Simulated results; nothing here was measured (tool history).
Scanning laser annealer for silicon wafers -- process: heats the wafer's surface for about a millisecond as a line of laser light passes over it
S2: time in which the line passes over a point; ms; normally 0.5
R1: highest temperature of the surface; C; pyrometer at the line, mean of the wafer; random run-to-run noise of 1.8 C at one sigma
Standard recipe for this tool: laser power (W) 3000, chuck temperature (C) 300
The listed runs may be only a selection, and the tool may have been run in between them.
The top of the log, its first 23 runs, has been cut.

Run 24, hour 906.2: usual settings but laser power (W) 3102, S2 0.477 ms, chuck temperature (C) 320. Result: R1 1063 C.
Run 25, hour 951.6: usual settings but laser power (W) 3124, S2 0.399 ms, chuck temperature (C) 313. Result: R1 997 C.
Run 26, hour 1004.3: usual settings but laser power (W) 3124, S2 0.399 ms, chuck temperature (C) 313. Result: R1 998 C.
Run 27, hour 1051: usual settings but laser power (W) 3124, S2 0.399 ms, chuck temperature (C) 313. Result: R1 997 C.
Run 28, hour 1076.6: usual settings but laser power (W) 3124, S2 0.399 ms, chuck temperature (C) 313. Result: R1 995 C.
Run 29, hour 1107.2: usual settings but laser power (W) 3124, S2 0.399 ms, chuck temperature (C) 313. Result: R1 998 C.
Run 30, hour 1146.8: usual settings but laser power (W) 3124, S2 0.399 ms, chuck temperature (C) 313. Result: R1 993 C.
Run 31, hour 1171.6: usual settings but laser power (W) 3157, S2 0.399 ms, chuck temperature (C) 313. Result: R1 1002 C.
Run 32, hour 1206.8: usual settings but chuck temperature (C) 294. Result: R1 1021 C.
Run 33, hour 1240.6: usual settings but chuck temperature (C) 294. Result: R1 1020 C.
Run 34, hour 1272.7: usual settings but laser power (W) 2810, S2 0.429 ms, chuck temperature (C) 294. Result: R1 932 C.
Run 35, hour 1306: usual settings but laser power (W) 3281, S2 0.429 ms, chuck temperature (C) 294. Result: R1 1029 C.
Run 36, hour 1336: usual settings but laser power (W) 3026, S2 0.417 ms, chuck temperature (C) 314. Result: R1 988 C.
Run 37, hour 1386.1: usual settings but laser power (W) 2699, S2 0.417 ms, chuck temperature (C) 318. Result: R1 923 C.
Run 38, hour 1411.2: usual settings but laser power (W) 2699, S2 0.553 ms, chuck temperature (C) 318. Result: R1 1005 C.
Run 39, hour 1439.7: usual settings but laser power (W) 2560, chuck temperature (C) 289. Result: R1 915 C.
Run 40, hour 1495.9: usual settings but laser power (W) 2560, chuck temperature (C) 289. Result: R1 915 C.

Each row is a separate what-if for the run after 40, all from the same tool condition, not one after another. Results?
Run A, hour 1533.9: usual settings but chuck temperature (C) 293. Result: R1 ?.
Run B, hour 1533.9: usual settings but laser power (W) 2575, S2 0.375 ms, chuck temperature (C) 304. Result: R1 ?.
Run C, hour 1533.9: usual settings but laser power (W) 2630, S2 0.504 ms, chuck temperature (C) 289. Result: R1 ?.
Run D, hour 1533.9: usual settings but laser power (W) 2579, S2 0.459 ms, chuck temperature (C) 289. Result: R1 ?.

run    R1
  A  1016
  B   855
  C   931
  D   897
With no hidden state in the tool, these same runs would have given:
run    R1
  A  1033
  B   868
  C   946
  D   911

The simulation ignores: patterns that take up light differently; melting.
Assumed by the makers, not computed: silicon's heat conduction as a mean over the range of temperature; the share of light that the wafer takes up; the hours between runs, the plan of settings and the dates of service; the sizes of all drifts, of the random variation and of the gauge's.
